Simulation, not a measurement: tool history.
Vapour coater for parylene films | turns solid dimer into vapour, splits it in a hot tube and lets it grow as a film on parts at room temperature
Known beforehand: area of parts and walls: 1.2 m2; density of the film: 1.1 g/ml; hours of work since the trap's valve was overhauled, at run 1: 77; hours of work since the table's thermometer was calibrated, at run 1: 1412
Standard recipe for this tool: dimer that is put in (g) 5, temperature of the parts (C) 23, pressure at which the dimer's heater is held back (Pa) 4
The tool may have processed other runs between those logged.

| run | hour | dimer that is put in (g) | temperature of the parts (C) | pressure at which the dimer's heater is held back (Pa) | hours of work since the trap's valve was overhauled | hours of work since the table's thermometer was calibrated | thickness of the film (µm) |
|---|---|---|---|---|---|---|---|
| 1 | 0 | 5 | 23 | 4 | 77 | 1412 | 2.65 |
| 2 | 56.1 | 5 | 23 | 4 | 108 | 1443 | 2.62 |
| 3 | 107.9 | 5 | 23 | 4 | 136 | 1472 | 2.53 |
| 4 | 178.9 | 5 | 23 | 4 | 175 | 1511 | 2.51 |
| 5 | 229.9 | 5 | 23 | 4 | 204 | 1539 | 2.53 |
| 6 | 299.4 | 5 | 25 | 4 | 242 | 1577 | 2.28 |
|  | 309.9 | trap's valve overhauled |
| 7 | 334.2 | 5 | 25 | 4 | 13 | 1594 | 2.6 |
| 8 | 386.2 | 5 | 25 | 4 | 42 | 1623 | 2.56 |
| 9 | 452.2 | 5 | 19 | 4 | 79 | 1660 | 2.88 |
| 10 | 504.9 | 5 | 23 | 4 | 108 | 1689 | 2.6 |
| 11 | 545.8 | 5 | 23 | 4 | 130 | 1711 | 2.51 |
| 12 | 592.7 | 5 | 23 | 4 | 156 | 1737 | 2.52 |
| 13 | 649.7 | 5 | 23 | 4 | 188 | 1769 | 2.44 |
| 14 | 698.1 | 5 | 23 | 4 | 214 | 1795 | 2.43 |
|  | 756 | trap's valve overhauled |
| 15 | 772.3 | 2 | 23 | 4 | 9 | 1834 | 1.1 |
| 16 | 831.8 | 8 | 23 | 9.18 | 42 | 1867 | 3.58 |
| 17 | 898.7 | 8 | 17 | 6.66 | 79 | 1904 | 4.36 |

What does the tool deliver on the next run?
| 18 | 940 | 8 | 17 | 6.66 | 102 | 1927 | ? |

thickness of the film (µm): 4.25
Take away the tool's hidden state, keep the run-to-run variation as it was, and the same run would have given thickness of the film (µm) 4.45.

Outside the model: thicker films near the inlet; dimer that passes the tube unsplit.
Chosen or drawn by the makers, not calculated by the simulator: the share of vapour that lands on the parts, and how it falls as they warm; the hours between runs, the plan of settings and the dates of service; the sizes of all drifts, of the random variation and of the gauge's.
